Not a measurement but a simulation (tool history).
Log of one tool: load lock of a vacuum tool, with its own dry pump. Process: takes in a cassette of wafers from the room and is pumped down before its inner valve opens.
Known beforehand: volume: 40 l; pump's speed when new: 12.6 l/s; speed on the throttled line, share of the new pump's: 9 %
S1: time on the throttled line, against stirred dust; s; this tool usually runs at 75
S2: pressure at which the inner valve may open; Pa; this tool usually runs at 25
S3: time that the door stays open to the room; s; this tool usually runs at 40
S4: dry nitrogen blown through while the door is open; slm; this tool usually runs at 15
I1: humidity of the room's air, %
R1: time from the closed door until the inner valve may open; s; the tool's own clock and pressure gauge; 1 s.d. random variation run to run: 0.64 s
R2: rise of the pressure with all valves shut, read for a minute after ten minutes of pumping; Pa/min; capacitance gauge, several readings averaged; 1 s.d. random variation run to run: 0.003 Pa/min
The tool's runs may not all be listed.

run,hour,S1,S2,S3,S4,I1,R1,R2
1,0.0,75,25,40,15,43.5,94.2,0.023
2,58.4,75,25,40,15,45.5,95.3,0.023
3,127.7,75,25,40,15,45.7,94.8,0.022
4,207.8,75,24,40,15,40.4,95.4,0.021
5,306.7,75,24,40,15,44.0,94.8,0.021
6,409.4,75,25,214,15,40.9,94.4,0.069
7,470.6,75,25,40,15,43.3,94.7,0.029
8,542.4,75,39,40,15,49.2,92.0,0.019
9,604.5,75,39,40,15,45.2,93.2,0.029
10,704.4,75,39,40,15,41.6,93.5,0.024
11,790.1,75,39,40,15,47.5,93.4,0.023
12,873.9,75,39,40,15,47.7,94.1,0.026
13,966.8,75,18,40,15,43.0,96.0,0.023
14,1026.2,75,18,40,15,45.6,95.0,0.023
15,1091.8,56,25,40,15,44.5,77.5,0.025
16,1177.3,56,25,40,15,43.4,77.3,0.023
17,1283.1,75,25,40,17,46.3,94.6,0.019
18,1397.1,88,25,218,9,47.3,107.5,0.096
19,1506.5,88,25,218,9,47.9,107.7,0.092
20,1614.6,88,25,218,9,48.1,106.2,0.094
21,1711.6,116,35,40,15,45.9,131.2,0.027
22,1771.3,116,35,40,15,48.9,133.2,0.023
23,1870.0,52,35,40,10,44.0,72.4,0.024
24,1975.5,73,34,40,8,45.7,92.5,0.032
25,2060.8,104,22,77,43,46.1,121.2,0.028
26,2135.6,104,20,26,43,45.1,123.4,0.012
27,2193.5,104,20,26,43,49.7,121.7,0.014
28,2305.0,75,41,40,6,45.8,92.4,0.030
29,2388.3,88,47,40,10,42.6,104.2,0.022
30,2480.6,59,47,61,10,41.6,79.0,0.031

What if the next run were any one of these 4? Each begins from the tool's condition after run 30:
A,2578.7,75,23,26,12,44.7,?,?
B,2578.7,75,25,113,15,41.7,?,?
C,2578.7,43,38,40,15,44.5,?,?
D,2578.7,81,47,61,17,44.6,?,?

run,R1,R2
A,96.2,0.023
B,95.1,0.047
C,64.4,0.021
D,99.0,0.032
Take away the tool's hidden state, keep each run's random variation, and the runs would have read:
run,R1,R2
A,96.2,0.021
B,95.1,0.046
C,64.4,0.020
D,99.0,0.031
